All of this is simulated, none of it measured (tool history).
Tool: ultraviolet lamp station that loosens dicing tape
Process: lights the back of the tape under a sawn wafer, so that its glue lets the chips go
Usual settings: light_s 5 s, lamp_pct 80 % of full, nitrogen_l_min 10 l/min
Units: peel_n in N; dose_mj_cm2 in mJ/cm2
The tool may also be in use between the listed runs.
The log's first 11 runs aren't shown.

run   hour  light_s  lamp_pct  nitrogen_l_min  hours of work of the lamp  hours of work since the window was cleaned  peel_n  dose_mj_cm2
 12  469.2        5        80              12                        355                                         397   0.374          557
 13  529.3        5        80              10                        401                                         443   0.434          552
 14  573.7        5        80              10                        435                                         477   0.414          559
     594.4  -- window cleaned of glue's vapour
 15  635.9        5        80              10                        481                                          31   0.429          556
 16  693.6        5        80              10                        525                                          75   0.420          557
 17  746.6        5        80              10                        565                                         115   0.436          552
 18  783.9        5        80              10                        593                                         144   0.444          554
 19  836.5        5        80              10                        633                                         183   0.429          550
 20  873.4        2        68              10                        661                                         211   2.255          190
 21  923.3        8        69              10                        699                                         249   0.302          767
 22  972.4        8        69               7                        736                                         286   0.334          766

Forecast run 23:
 23  1009.1        8        69               7                        764                                         314       ?            ?

{"run 23": {"peel_n": 0.322, "dose_mj_cm2": 774}}
Without the tool's hidden state the same run would have given peel_n 0.322 N, dose_mj_cm2 775 mJ/cm2.

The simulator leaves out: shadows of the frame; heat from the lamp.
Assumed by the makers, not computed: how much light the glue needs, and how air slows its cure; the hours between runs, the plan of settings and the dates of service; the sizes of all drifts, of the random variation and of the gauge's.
